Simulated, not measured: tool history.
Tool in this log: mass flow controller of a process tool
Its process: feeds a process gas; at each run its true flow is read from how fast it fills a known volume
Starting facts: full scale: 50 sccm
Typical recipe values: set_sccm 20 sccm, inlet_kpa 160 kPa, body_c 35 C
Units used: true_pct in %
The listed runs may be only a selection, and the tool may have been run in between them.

run	hour	set_sccm	inlet_kpa	body_c	true_pct
1	0.0	20	160	35	98.49
2	116.2	20	160	35	98.41
3	274.9	20	160	35	98.49
4	384.0	20	160	35	98.51
5	552.6	20	160	35	98.50
6	722.8	20	160	35	98.48
7	841.8	16	160	35	97.98
8	973.0	20	222	35	98.19
9	1070.1	20	160	35	98.43
10	1146.7	20	160	25	98.15
11	1240.2	20	160	25	98.09
12	1339.4	20	160	25	98.18
13	1461.5	20	160	39	98.61
14	1547.9	20	155	39	98.63
15	1619.9	20	186	35	98.35
16	1709.3	20	160	35	98.31
17	1779.1	20	160	35	98.45
18	1907.4	8	163	25	95.77
# hour 1917.3: controller's zero set anew
19	2036.1	10	168	37	95.76
20	2133.9	12	176	37	96.48
# hour 2198.6: controller's zero set anew, once more
21	2252.7	9	160	33	98.76
22	2381.4	9	160	33	98.66
23	2539.8	9	188	21	98.25
24	2707.8	12	250	26	98.42
25	2852.2	12	250	26	98.28
26	2979.3	20	223	36	99.32
27	3091.4	20	187	35	99.33
28	3229.1	14	160	27	98.67
29	3305.7	13	157	35	99.01
30	3469.5	10	234	30	98.30
31	3621.6	7	142	29	98.09
32	3727.2	7	142	29	97.99

Expected results for the next run?
33	3893.9	15	160	40	?

true_pct: 99.19 %
Take away the tool's hidden state, keep the run-to-run variation as it was, and the same run would have given true_pct 98.73 %.
